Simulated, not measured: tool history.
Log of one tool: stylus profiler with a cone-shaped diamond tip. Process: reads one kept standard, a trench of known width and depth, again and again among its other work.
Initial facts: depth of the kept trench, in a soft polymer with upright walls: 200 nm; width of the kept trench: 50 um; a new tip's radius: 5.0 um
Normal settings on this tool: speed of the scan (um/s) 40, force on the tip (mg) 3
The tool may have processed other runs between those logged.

run	day	speed of the scan (um/s)	force on the tip (mg)	depth of the trench (Å)	width of the trench's floor (nm)
1	0	40	3	2026.5	47020
2	1.117	40	3	2026.6	47020
3	2.667	40	3	2026.5	47010
4	3.442	40	3.88	2031	47050
5	4.125	40	3.88	2031.2	47040
6	5.654	40	3.88	2031.3	47010
7	7.262	40	3.88	2031.4	47050
8	8.392	40	3.88	2031.5	47070
9	9.862	40	3.88	2030.7	47080
10	11.425	40	3.88	2031.4	47080
11	12.212	40	3.88	2031.4	47070
12	13.321	40	3.88	2030.7	47100
13	14.067	40	6.61	2044.4	47120
14	15.546	40	6.61	2045	47090
15	16.804	40	3	2025.8	47050
16	17.992	40	3	2026.1	46980
17	19.383	40	4.03	2031	47070
18	20.8	23	3	2026	47110
19	21.946	23	3	2026.2	47120
20	22.604	23	3	2026.1	47070
21	23.875	40	2.25	2022	46970
22	25.454	142	7.26	2047.5	46830
23	26.846	142	7.26	2047.4	46820
24	28.012	19	7.93	2050.1	47140
25	29.508	19	7.93	2050.5	47200
26	30.946	19	2.23	2021.5	47090
27	32.204	120	3.97	2032	46770
28	33.738	90	6.78	2045.5	46960
29	34.429	90	6.78	2045.3	46890
30	35.4	34	2	2020	47060
31	36.942	20	5.46	2039.6	47170
32	38.104	77	7.12	2046.7	46990
33	39.25	40	2.05	2020.9	46990
34	40.021	19	1.32	2014.6	47040
35	41.171	19	1.32	2015.1	47120
36	41.892	19	1.32	2015.2	47070
37	43.367	70	2.11	2021.2	46880
38	44.071	127	4.16	2033	46810
39	44.871	17	6.49	2044	47110
40	46.475	146	3.09	2027	46620
41	47.346	17	4.43	2034.1	47150

Branching from run 41: 4 alternative next runs. What would each branch give?
A	48.438	135	4.85	?	?
B	48.438	40	1.78	?	?
C	48.438	14	4.54	?	?
D	48.438	115	6.86	?	?

run	depth of the trench (Å)	width of the trench's floor (nm)
A	2036.4	46720
B	2018.6	46960
C	2035	47190
D	2046.1	46840
Without the tool's unlogged condition, the same runs would have read:
run	depth of the trench (Å)	width of the trench's floor (nm)
A	2036.4	46730
B	2018.6	46970
C	2035.1	47200
D	2046.1	46850

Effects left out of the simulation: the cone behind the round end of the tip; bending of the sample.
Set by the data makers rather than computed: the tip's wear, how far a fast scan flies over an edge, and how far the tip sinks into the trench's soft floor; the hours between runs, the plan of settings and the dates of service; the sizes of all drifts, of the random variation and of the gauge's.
